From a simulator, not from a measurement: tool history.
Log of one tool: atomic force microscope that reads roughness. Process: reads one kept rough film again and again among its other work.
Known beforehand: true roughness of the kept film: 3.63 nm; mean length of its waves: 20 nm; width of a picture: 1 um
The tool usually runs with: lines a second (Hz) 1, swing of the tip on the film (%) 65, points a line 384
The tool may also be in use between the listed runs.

| run | day | lines a second (Hz) | swing of the tip on the film (%) | points a line | roughness of the kept film (nm (root mean square)) |
|---|---|---|---|---|---|
| 1 | 0 | 1 | 65 | 384 | 2.404 |
| 2 | 0.3 | 1 | 65 | 384 | 2.358 |
| 3 | 0.542 | 1 | 65 | 384 | 2.324 |
| 4 | 0.808 | 1 | 65 | 477 | 2.324 |
| 5 | 1.167 | 1 | 65 | 477 | 2.272 |
| 6 | 1.392 | 1 | 65 | 477 | 2.263 |
| 7 | 1.662 | 1 | 65 | 477 | 2.215 |
| 8 | 1.979 | 1 | 74 | 384 | 2.134 |
| 9 | 2.238 | 3.07 | 74 | 384 | 1.922 |
| 10 | 2.554 | 3.07 | 74 | 384 | 1.9 |
| 11 | 2.942 | 3.07 | 74 | 384 | 1.867 |
| 12 | 3.242 | 3.07 | 74 | 384 | 1.827 |
| 13 | 3.504 | 1 | 65 | 384 | 2.031 |
| 14 | 3.829 | 1 | 82 | 384 | 1.897 |
|  | 4.104 | new tip fitted |
| 15 | 4.133 | 1 | 82 | 384 | 2.58 |
|  | 4.196 | height scale calibrated on a step standard |
| 16 | 4.588 | 1 | 65 | 676 | 2.643 |
| 17 | 4.812 | 1 | 65 | 676 | 2.646 |
| 18 | 5.2 | 1 | 65 | 676 | 2.592 |
|  | 5.333 | height scale calibrated on a step standard, once more |
| 19 | 5.617 | 1 | 65 | 384 | 2.51 |
| 20 | 5.842 | 1 | 65 | 384 | 2.49 |
| 21 | 6.112 | 1 | 65 | 384 | 2.446 |
| 22 | 6.396 | 2.33 | 65 | 384 | 2.337 |
| 23 | 6.575 | 0.56 | 85 | 553 | 2.356 |
| 24 | 6.742 | 3.01 | 87 | 309 | 1.899 |
| 25 | 6.925 | 1.11 | 84 | 715 | 2.227 |
| 26 | 7.225 | 1.82 | 58 | 447 | 2.311 |
| 27 | 7.6 | 1.82 | 59 | 343 | 2.232 |
| 28 | 7.942 | 0.58 | 59 | 877 | 2.295 |
| 29 | 8.225 | 0.58 | 59 | 877 | 2.251 |
| 30 | 8.429 | 0.58 | 59 | 877 | 2.235 |
| 31 | 8.667 | 0.68 | 61 | 896 | 2.216 |
| 32 | 8.867 | 0.68 | 61 | 896 | 2.2 |
| 33 | 9.162 | 0.79 | 85 | 400 | 2.044 |
| 34 | 9.396 | 2.08 | 63 | 400 | 2.053 |
| 35 | 9.617 | 2.08 | 69 | 268 | 1.935 |
| 36 | 9.854 | 0.9 | 65 | 384 | 2.026 |
| 37 | 10.15 | 0.9 | 65 | 384 | 2.01 |
| 38 | 10.504 | 0.99 | 60 | 923 | 2.017 |
|  | 10.708 | new tip fitted |
| 39 | 10.708 | 0.99 | 60 | 923 | 2.785 |
| 40 | 11.008 | 0.99 | 60 | 923 | 2.742 |
| 41 | 11.35 | 0.87 | 76 | 561 | 2.612 |

3 options for the next run, each taken on its own from the tool as it stands now. Forecast them:
| A | 11.688 | 3.03 | 89 | 467 | ? |
| B | 11.688 | 1.08 | 60 | 482 | ? |
| C | 11.688 | 1.67 | 58 | 652 | ? |

| run | roughness of the kept film (nm (root mean square)) |
|---|---|
| A | 2.027 |
| B | 2.602 |
| C | 2.595 |
With the hidden condition removed and each run's random variation left untouched, the same runs would have given:
| run | roughness of the kept film (nm (root mean square)) |
|---|---|
| A | 2.183 |
| B | 2.802 |
| C | 2.794 |

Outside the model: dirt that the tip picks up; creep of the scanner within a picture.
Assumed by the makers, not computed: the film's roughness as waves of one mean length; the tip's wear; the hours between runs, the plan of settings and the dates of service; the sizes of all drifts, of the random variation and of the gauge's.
